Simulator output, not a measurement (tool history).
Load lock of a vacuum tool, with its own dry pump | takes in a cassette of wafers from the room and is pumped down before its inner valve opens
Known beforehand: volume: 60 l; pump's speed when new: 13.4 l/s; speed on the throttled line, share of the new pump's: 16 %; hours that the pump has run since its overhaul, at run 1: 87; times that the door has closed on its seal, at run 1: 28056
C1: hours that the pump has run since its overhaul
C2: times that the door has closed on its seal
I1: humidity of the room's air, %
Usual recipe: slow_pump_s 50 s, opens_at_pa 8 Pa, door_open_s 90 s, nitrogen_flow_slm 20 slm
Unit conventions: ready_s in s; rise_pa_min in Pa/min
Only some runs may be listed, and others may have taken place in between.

Run 1, hour 0.0: usual settings; C1 87; C2 28056; I1 41.9. Result: ready_s 85.6 s, rise_pa_min 0.281 Pa/min.
Run 2, hour 235.1: usual settings; C1 322; C2 28668; I1 45.5. Result: ready_s 85.8 s, rise_pa_min 0.299 Pa/min.
Run 3, hour 648.0: usual settings; C1 735; C2 29743; I1 47.2. Result: ready_s 84.6 s, rise_pa_min 0.314 Pa/min.
At hour 855.6: door's seal changed, seat wiped.
Run 4, hour 968.4: usual settings; C1 1054; C2 294; I1 42.6. Result: ready_s 85.3 s, rise_pa_min 0.029 Pa/min.
Run 5, hour 1333.4: usual settings; C1 1419; C2 1244; I1 44.1. Result: ready_s 85.3 s, rise_pa_min 0.033 Pa/min.
Run 6, hour 1737.2: usual settings; C1 1823; C2 2295; I1 47.3. Result: ready_s 86.2 s, rise_pa_min 0.035 Pa/min.
Run 7, hour 1970.1: usual settings; C1 2056; C2 2901; I1 42.8. Result: ready_s 86.1 s, rise_pa_min 0.041 Pa/min.
Run 8, hour 2157.3: usual settings; C1 2243; C2 3388; I1 47.0. Result: ready_s 86.2 s, rise_pa_min 0.041 Pa/min.
Run 9, hour 2371.2: usual settings but nitrogen_flow_slm 5 slm; C1 2457; C2 3945; I1 44.9. Result: ready_s 86.4 s, rise_pa_min 0.061 Pa/min.
Run 10, hour 2639.0: usual settings but door_open_s 76 s; C1 2725; C2 4642; I1 46.8. Result: ready_s 86.6 s, rise_pa_min 0.049 Pa/min.
Run 11, hour 2994.9: usual settings; C1 3081; C2 5568; I1 44.8. Result: ready_s 87.4 s, rise_pa_min 0.052 Pa/min.
Run 12, hour 3204.4: usual settings but nitrogen_flow_slm 13 slm; C1 3290; C2 6113; I1 45.4. Result: ready_s 87.0 s, rise_pa_min 0.056 Pa/min.
Run 13, hour 3384.2: usual settings; C1 3470; C2 6581; I1 43.7. Result: ready_s 87.6 s, rise_pa_min 0.046 Pa/min.
Run 14, hour 3659.7: usual settings; C1 3745; C2 7298; I1 41.7. Result: ready_s 87.9 s, rise_pa_min 0.058 Pa/min.
Run 15, hour 4086.8: usual settings; C1 4172; C2 8409; I1 48.6. Result: ready_s 88.6 s, rise_pa_min 0.077 Pa/min.
Run 16, hour 4463.8: usual settings but nitrogen_flow_slm 5 slm; C1 4549; C2 9391; I1 44.5. Result: ready_s 86.9 s, rise_pa_min 0.088 Pa/min.
Run 17, hour 4708.2: usual settings but nitrogen_flow_slm 5 slm; C1 4794; C2 10027; I1 44.4. Result: ready_s 88.1 s, rise_pa_min 0.093 Pa/min.
Run 18, hour 4966.2: usual settings but opens_at_pa 11 Pa, nitrogen_flow_slm 5 slm; C1 5052; C2 10698; I1 42.3. Result: ready_s 87.0 s, rise_pa_min 0.106 Pa/min.
Run 19, hour 5229.9: usual settings but slow_pump_s 61 s, opens_at_pa 6 Pa, nitrogen_flow_slm 22 slm; C1 5316; C2 11385; I1 45.6. Result: ready_s 99.9 s, rise_pa_min 0.086 Pa/min.
Run 20, hour 5577.0: usual settings but slow_pump_s 46 s, opens_at_pa 10 Pa, door_open_s 211 s, nitrogen_flow_slm 5 slm; C1 5663; C2 12288; I1 45.6. Result: ready_s 84.5 s, rise_pa_min 0.131 Pa/min.
Run 21, hour 5884.7: usual settings but slow_pump_s 46 s, opens_at_pa 10 Pa, door_open_s 211 s, nitrogen_flow_slm 5 slm; C1 5970; C2 13089; I1 46.6. Result: ready_s 86.3 s, rise_pa_min 0.130 Pa/min.
Run 22, hour 6161.0: usual settings but opens_at_pa 10 Pa, door_open_s 72 s, nitrogen_flow_slm 10 slm; C1 6247; C2 13808; I1 46.5. Result: ready_s 88.5 s, rise_pa_min 0.114 Pa/min.
Run 23, hour 6374.5: usual settings but slow_pump_s 77 s, opens_at_pa 10 Pa, door_open_s 31 s, nitrogen_flow_slm 7 slm; C1 6460; C2 14363; I1 48.0. Result: ready_s 110.5 s, rise_pa_min 0.119 Pa/min.
Run 24, hour 6625.9: usual settings but slow_pump_s 77 s, opens_at_pa 9 Pa, door_open_s 229 s, nitrogen_flow_slm 7 slm; C1 6712; C2 15018; I1 47.8. Result: ready_s 112.3 s, rise_pa_min 0.151 Pa/min.
Run 25, hour 6951.4: usual settings but slow_pump_s 77 s, opens_at_pa 9 Pa, door_open_s 229 s, nitrogen_flow_slm 7 slm; C1 7037; C2 15865; I1 43.3. Result: ready_s 111.1 s, rise_pa_min 0.156 Pa/min.
Run 26, hour 7353.8: usual settings but slow_pump_s 77 s, opens_at_pa 9 Pa, door_open_s 229 s, nitrogen_flow_slm 7 slm; C1 7439; C2 16912; I1 42.6. Result: ready_s 113.4 s, rise_pa_min 0.162 Pa/min.
Run 27, hour 7647.7: usual settings but slow_pump_s 71 s; C1 7733; C2 17677; I1 43.9. Result: ready_s 107.4 s, rise_pa_min 0.151 Pa/min.
Run 28, hour 7990.9: usual settings but slow_pump_s 71 s; C1 8077; C2 18570; I1 47.8. Result: ready_s 109.2 s, rise_pa_min 0.161 Pa/min.
Run 29, hour 8279.3: usual settings but slow_pump_s 31 s, opens_at_pa 10 Pa, door_open_s 35 s; C1 8365; C2 19321; I1 42.3. Result: ready_s 76.8 s, rise_pa_min 0.160 Pa/min.
Run 30, hour 8461.8: usual settings but slow_pump_s 31 s, opens_at_pa 6 Pa, door_open_s 35 s; C1 8548; C2 19796; I1 48.5. Result: ready_s 78.2 s, rise_pa_min 0.168 Pa/min.
Run 31, hour 8719.7: usual settings but slow_pump_s 30 s, opens_at_pa 6 Pa, door_open_s 77 s, nitrogen_flow_slm 29 slm; C1 8805; C2 20467; I1 46.7. Result: ready_s 77.4 s, rise_pa_min 0.175 Pa/min.
Run 32, hour 9029.3: usual settings but door_open_s 151 s; C1 9115; C2 21272; I1 47.2. Result: ready_s 92.7 s, rise_pa_min 0.187 Pa/min.
Run 33, hour 9356.5: usual settings but door_open_s 164 s, nitrogen_flow_slm 22 slm; C1 9442; C2 22124; I1 43.0. Result: ready_s 93.0 s, rise_pa_min 0.203 Pa/min.
Run 34, hour 9712.0: usual settings but slow_pump_s 66 s, opens_at_pa 13 Pa, door_open_s 79 s, nitrogen_flow_slm 11 slm; C1 9798; C2 23049; I1 47.8. Result: ready_s 103.8 s, rise_pa_min 0.222 Pa/min.
Run 35, hour 10119.8: usual settings but slow_pump_s 66 s, opens_at_pa 13 Pa, door_open_s 79 s, nitrogen_flow_slm 11 slm; C1 10205; C2 24110; I1 47.0. Result: ready_s 105.1 s, rise_pa_min 0.235 Pa/min.
Run 36, hour 10406.5: usual settings but slow_pump_s 66 s, opens_at_pa 13 Pa, door_open_s 79 s, nitrogen_flow_slm 11 slm; C1 10492; C2 24857; I1 49.1. Result: ready_s 102.7 s, rise_pa_min 0.251 Pa/min.

For each run, the measured value with the value that run would have given without the tool's hidden condition subtracted. The run-to-run variation is shared by both, the gauge scatter possibly not:
The tool's hidden condition here consists of: pump's speed, % of a new pump's; leak at the door's seal, Pa l/s; drift of the gauge itself on ready_s, %; drift of the gauge itself on rise_pa_min, %.
run  ready_s  rise_pa_min
  1     +0.3       +0.260
  2     +0.5       +0.269
  3     +0.8       +0.285
  4     +1.0       +0.001
  5     +1.3       +0.005
  6     +1.6       +0.009
  7     +1.8       +0.012
  8     +1.9       +0.015
  9     +2.1       +0.017
 10     +2.3       +0.021
 11     +2.6       +0.026
 12     +2.7       +0.029
 13     +2.9       +0.031
 14     +3.2       +0.036
 15     +3.5       +0.044
 16     +3.8       +0.049
 17     +4.0       +0.056
 18     +4.1       +0.061
 19     +4.6       +0.065
 20     +4.8       +0.072
 21     +5.2       +0.080
 22     +5.3       +0.085
 23     +4.7       +0.091
 24     +5.0       +0.097
 25     +5.3       +0.107
 26     +5.7       +0.116
 27     +6.1       +0.125
 28     +6.6       +0.133
 29     +8.0       +0.143
 30     +8.6       +0.148
 31     +8.9       +0.156
 32     +8.3       +0.166
 33     +8.6       +0.178
 34     +7.7       +0.191
 35     +8.3       +0.201
 36     +8.3       +0.216

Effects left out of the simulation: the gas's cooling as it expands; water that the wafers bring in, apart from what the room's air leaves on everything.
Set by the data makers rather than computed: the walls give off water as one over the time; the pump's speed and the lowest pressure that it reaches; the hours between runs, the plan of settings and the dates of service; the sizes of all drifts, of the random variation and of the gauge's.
